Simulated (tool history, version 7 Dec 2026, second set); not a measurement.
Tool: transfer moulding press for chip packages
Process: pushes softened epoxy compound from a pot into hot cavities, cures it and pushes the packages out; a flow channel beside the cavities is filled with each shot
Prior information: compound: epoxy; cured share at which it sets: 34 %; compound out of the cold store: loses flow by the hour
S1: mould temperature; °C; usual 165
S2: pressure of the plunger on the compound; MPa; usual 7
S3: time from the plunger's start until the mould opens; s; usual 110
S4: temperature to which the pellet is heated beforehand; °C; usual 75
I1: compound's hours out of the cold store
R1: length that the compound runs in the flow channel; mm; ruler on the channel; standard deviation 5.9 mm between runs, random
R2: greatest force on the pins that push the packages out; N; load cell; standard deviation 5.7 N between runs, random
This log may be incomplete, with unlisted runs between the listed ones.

run 1 hour=0 | S1=165 S2=7 S3=110 S4=75 | I1=45.9 | R1=584 R2=236
run 2 hour=22.3 | S1=165 S2=7 S3=110 S4=75 | I1=28.2 | R1=629 R2=264
-- hour=55.5 cavities cleaned with cleaning compound and waxed
run 3 hour=61.9 | S1=165 S2=6.45 S3=110 S4=75 | I1=46.2 | R1=553 R2=309
run 4 hour=111.3 | S1=165 S2=6.45 S3=110 S4=75 | I1=44.2 | R1=552 R2=320
-- hour=138.7 cavities cleaned with cleaning compound and waxed
run 5 hour=155.7 | S1=165 S2=6.45 S3=110 S4=75 | I1=16.8 | R1=590 R2=224
-- hour=184.1 cavities cleaned with cleaning compound and waxed, once more
run 6 hour=186.9 | S1=165 S2=6.45 S3=110 S4=75 | I1=18.5 | R1=588 R2=218
run 7 hour=218 | S1=165 S2=7 S3=110 S4=71 | I1=34.5 | R1=573 R2=245
run 8 hour=251.1 | S1=165 S2=7 S3=110 S4=71 | I1=11.4 | R1=621 R2=267
-- hour=270.6 cavities cleaned with cleaning compound and waxed
run 9 hour=290.1 | S1=165 S2=7 S3=110 S4=71 | I1=46.3 | R1=549 R2=234
run 10 hour=318.1 | S1=165 S2=7 S3=110 S4=71 | I1=18.6 | R1=600 R2=257
-- hour=328 plunger's sealing rings changed
-- hour=356.2 cavities cleaned with cleaning compound and waxed
run 11 hour=363.5 | S1=165 S2=7 S3=135 S4=75 | I1=33.2 | R1=608 R2=192
run 12 hour=395 | S1=165 S2=7 S3=110 S4=75 | I1=11.7 | R1=664 R2=258
-- hour=441.5 cavities cleaned with cleaning compound and waxed
run 13 hour=445.5 | S1=165 S2=7 S3=110 S4=75 | I1=19.2 | R1=639 R2=211
run 14 hour=484.4 | S1=165 S2=7 S3=96 S4=75 | I1=19.8 | R1=636 R2=294
run 15 hour=515.7 | S1=165 S2=5.31 S3=96 S4=75 | I1=44.4 | R1=510 R2=319
-- hour=527.2 cavities cleaned with cleaning compound and waxed
run 16 hour=545 | S1=165 S2=7.18 S3=110 S4=75 | I1=41 | R1=587 R2=210
run 17 hour=584.3 | S1=165 S2=6.95 S3=132 S4=65 | I1=8.5 | R1=657 R2=249
-- hour=611.4 cavities cleaned with cleaning compound and waxed
run 18 hour=623.5 | S1=158 S2=7 S3=135 S4=79 | I1=16.1 | R1=644 R2=218
-- hour=640.8 mould's thermocouples calibrated
run 19 hour=666.3 | S1=164 S2=7 S3=115 S4=67 | I1=44.5 | R1=561 R2=266
-- hour=697.2 cavities cleaned with cleaning compound and waxed
run 20 hour=705 | S1=164 S2=7 S3=115 S4=67 | I1=28.2 | R1=592 R2=223
run 21 hour=726.4 | S1=164 S2=7 S3=115 S4=67 | I1=28.8 | R1=587 R2=240
-- hour=749.7 plunger's sealing rings changed
run 22 hour=770.8 | S1=164 S2=7 S3=115 S4=67 | I1=12.3 | R1=674 R2=278
-- hour=782.6 cavities cleaned with cleaning compound and waxed
run 23 hour=806.1 | S1=164 S2=7 S3=115 S4=67 | I1=40.1 | R1=609 R2=238
run 24 hour=849.8 | S1=164 S2=7 S3=115 S4=67 | I1=39.5 | R1=600 R2=281
-- hour=868.2 cavities cleaned with cleaning compound and waxed
run 25 hour=895.6 | S1=164 S2=7 S3=115 S4=67 | I1=27.1 | R1=622 R2=244
run 26 hour=923.5 | S1=157 S2=6.86 S3=141 S4=77 | I1=26.2 | R1=624 R2=285
-- hour=951.4 cavities cleaned with cleaning compound and waxed
run 27 hour=956.3 | S1=157 S2=6.86 S3=141 S4=77 | I1=14.7 | R1=653 R2=235
run 28 hour=987.5 | S1=165 S2=5.55 S3=98 S4=75 | I1=11.4 | R1=582 R2=293
run 29 hour=1018.7 | S1=165 S2=8.42 S3=98 S4=75 | I1=22.8 | R1=666 R2=318

3 options for the next run, each taken on its own from the tool as it stands now. Forecast them:
-- hour=1036 cavities cleaned with cleaning compound and waxed
run A hour=1057.9 | S1=165 S2=7 S3=110 S4=72 | I1=44.2 | R1=? R2=?
-- hour=1036 cavities cleaned with cleaning compound and waxed
run B hour=1057.9 | S1=165 S2=7 S3=110 S4=66 | I1=46.9 | R1=? R2=?
-- hour=1036 cavities cleaned with cleaning compound and waxed
run C hour=1057.9 | S1=165 S2=5.27 S3=110 S4=75 | I1=38.9 | R1=? R2=?

run=A R1=576 R2=226
run=B R1=565 R2=223
run=C R1=504 R2=228
With no hidden state in the tool, these same runs would have given:
run=A R1=614 R2=198
run=B R1=603 R2=194
run=C R1=537 R2=199

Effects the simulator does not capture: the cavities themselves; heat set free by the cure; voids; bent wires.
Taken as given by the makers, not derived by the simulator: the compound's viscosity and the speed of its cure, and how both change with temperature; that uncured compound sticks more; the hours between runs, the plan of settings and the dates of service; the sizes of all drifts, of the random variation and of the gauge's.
